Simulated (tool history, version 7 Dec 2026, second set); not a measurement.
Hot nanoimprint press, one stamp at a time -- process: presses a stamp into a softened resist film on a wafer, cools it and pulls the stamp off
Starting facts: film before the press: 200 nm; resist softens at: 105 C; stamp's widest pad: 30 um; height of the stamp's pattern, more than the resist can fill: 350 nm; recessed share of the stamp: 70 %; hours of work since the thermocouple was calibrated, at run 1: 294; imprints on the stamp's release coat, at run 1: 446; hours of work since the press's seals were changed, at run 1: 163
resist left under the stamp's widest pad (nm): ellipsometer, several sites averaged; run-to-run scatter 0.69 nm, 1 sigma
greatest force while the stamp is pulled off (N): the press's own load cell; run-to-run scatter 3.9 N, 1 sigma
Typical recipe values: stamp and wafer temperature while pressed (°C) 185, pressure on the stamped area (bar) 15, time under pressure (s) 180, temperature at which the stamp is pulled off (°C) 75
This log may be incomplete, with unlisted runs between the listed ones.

run	day	stamp and wafer temperature while pressed (°C)	pressure on the stamped area (bar)	time under pressure (s)	temperature at which the stamp is pulled off (°C)	hours of work since the thermocouple was calibrated	imprints on the stamp's release coat	hours of work since the press's seals were changed	resist left under the stamp's widest pad (nm)	greatest force while the stamp is pulled off (N)
1	0	185	15	180	75	294	446	163	84.6	199
2	1.342	185	15	180	75	315	537	184	84.7	208
3	2.304	185	15	180	75	330	601	199	84.9	198
4	3.525	185	15	180	75	349	683	218	86.8	200
5	4.804	185	15	180	75	369	770	238	84.6	209
6	6.058	192	15	180	75	389	854	257	64.4	204
7	7.471	185	15	180	75	411	949	280	85.6	209
8	8.142	185	15	180	75	422	994	290	86.9	202
9	9.212	185	15	180	75	438	1066	307	86.3	206
# day 10.546: plate thermocouple calibrated
10	10.575	185	15	180	76	0	1149	326	78.6	209
11	11.292	185	15	180	76	12	1198	337	80.2	209
12	12.817	185	15	180	76	36	1300	361	78.7	208
13	14.129	185	15	180	75	56	1389	382	79.7	206
14	15.246	188	15	180	74	74	1464	399	70.3	213
15	15.896	180	12.5	180	75	84	1508	409	108.7	213
16	16.754	185	11.5	180	79	97	1565	423	90.8	210
17	18.029	177	15	180	63	117	1651	443	113.3	236
18	19.188	177	15	180	63	135	1729	461	112.6	242
19	20.475	177	15	180	63	155	1816	481	116.5	240
20	21.788	177	15	180	63	176	1904	502	115.5	242
21	22.821	177	13.6	180	68	192	1973	518	120	241
22	24.296	177	13.6	180	68	215	2073	541	122.5	241
23	25.05	192	15	180	75	227	2124	553	60.4	227
24	26.354	189	10.7	180	61	247	2211	573	81.4	258
25	27.879	189	12.7	180	61	271	2314	597	75.1	262

Hidden state at the last listed run before each entry between runs and at the first one after, where it differs:
In the gap between runs 9 and 10: plate thermocouple calibrated (day 10.546)
  true temperature over the reading, C: -2.25 -> 0.09; pressure that arrives at the usual setting, %: 99.24 -> 99.17; grip of the stamp's worn release coat, % over a new coat's: 8.9 -> 9.6
  measured less the result without the state, resist left under the stamp's widest pad (nm): +8.6 -> +0; greatest force while the stamp is pulled off (N): +21 -> +18
